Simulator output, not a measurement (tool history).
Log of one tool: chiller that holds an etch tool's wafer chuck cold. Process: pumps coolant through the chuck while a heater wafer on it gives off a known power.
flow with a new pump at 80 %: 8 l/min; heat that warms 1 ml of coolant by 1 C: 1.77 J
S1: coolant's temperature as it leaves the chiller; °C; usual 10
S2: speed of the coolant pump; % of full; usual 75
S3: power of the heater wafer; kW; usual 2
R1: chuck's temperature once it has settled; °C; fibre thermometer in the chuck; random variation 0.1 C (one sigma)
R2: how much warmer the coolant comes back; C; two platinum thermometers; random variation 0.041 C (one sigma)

run,hour,S1,S2,S3,R1,R2
1,0,10,75,2,31.3,9.26
2,70.1,10,75,2,31.2,9.24
3,189.1,10,75,2,31.6,9.27
# hour 237.2: coolant changed, channels flushed
4,333.8,10,75,2,29.3,9.26
5,411.3,10,75,2,29.3,9.38
6,473.3,10,75,2,29.2,9.35
7,610.4,10,75,2,29.4,9.35
8,722.2,10,75,2,29.5,9.42
9,822.2,10,75,2,29.7,9.47
10,965.6,10,75,2,29.6,9.38
11,1092.3,10,75,2,30,9.54
12,1179.1,16,75,2,35.9,9.48
13,1254,10,75,2,29.9,9.49
14,1376.3,10,75,2.627,36.3,12.54
15,1518.8,10,75,2.627,36.7,12.62
# hour 1554.5: chiller's thermometer calibrated
16,1586.5,10,75,2.627,37,12.58
17,1651.7,10,64,2,33.7,11.34
18,1714.2,7,68,1.219,20.8,6.53
19,1823.2,7,68,1.219,20.7,6.56
20,1927.6,8,70,2.021,30.4,10.47
21,2039.6,8,70,2.021,30.6,10.58
22,2189.9,10,94,2.967,35.9,11.44
23,2273.2,18,63,2.723,51.3,15.93
24,2363.3,10,75,1.085,21.3,5.29
25,2425.4,10,75,1.085,21.5,5.34
26,2528.7,13,93,1.678,28.4,6.61
27,2633.6,14,70,1.478,31,7.88
28,2746.7,14,70,1.478,30.8,7.87
29,2868.1,14,92,1.243,25.2,5.01
30,2963,10,91,1.804,26.5,7.37
31,3050.4,16,80,1.096,27.1,5.13

Forecast each of these 3 alternatives for the next run:
A,3174.5,6,75,1.25,?,?
B,3174.5,16,65,1.346,?,?
C,3174.5,16,80,2.982,?,?

run,R1,R2
A,19.7,6.21
B,32.6,7.84
C,47,13.97
Without the tool's hidden state the same runs would have given:
run,R1,R2
A,17.9,5.62
B,30.5,7.1
C,42.8,12.64
